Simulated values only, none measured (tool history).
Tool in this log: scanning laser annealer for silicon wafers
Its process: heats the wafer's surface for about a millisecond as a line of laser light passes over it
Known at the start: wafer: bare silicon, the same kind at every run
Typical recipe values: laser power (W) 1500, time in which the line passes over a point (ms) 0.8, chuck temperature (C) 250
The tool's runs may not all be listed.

run	day	laser power (W)	time in which the line passes over a point (ms)	chuck temperature (C)	highest temperature of the surface (C)
1	0	1500	0.8	250	940
2	0.312	1500	0.8	250	943
3	0.562	1359	0.8	250	858
4	0.804	1359	0.8	250	858
5	1.079	1500	0.8	250	943
6	1.292	1500	0.8	250	944
7	1.775	1500	0.8	250	939
8	2.162	1500	0.8	250	942
9	2.496	1500	0.8	250	939
10	2.796	1500	0.8	250	940
11	3.058	1500	0.8	250	940
12	3.317	1500	0.8	250	940
13	3.608	1500	0.8	250	939
14	3.904	1500	0.8	250	941
15	4.267	1553	0.8	216	935
16	4.554	1500	0.646	247	853
17	4.829	1290	0.961	233	862
18	5.167	1566	0.734	212	903
19	5.579	1566	0.734	212	902
20	5.908	1363	0.8	263	872
21	6.275	1579	0.562	222	818
22	6.562	1500	0.975	289	1061
23	6.971	1500	0.975	289	1059
24	7.288	1599	0.646	226	884

4 options for the next run, each taken on its own from the tool as it stands now. Forecast them:
A	7.638	1497	0.795	250	?
B	7.638	1314	0.661	251	?
C	7.638	1476	0.594	277	?
D	7.638	1599	0.805	226	?

run	highest temperature of the surface (C)
A	932
B	768
C	842
D	974
The same runs, with their run-to-run variation unchanged, on a tool lacking any hidden condition would have given:
run	highest temperature of the surface (C)
A	955
B	786
C	861
D	999
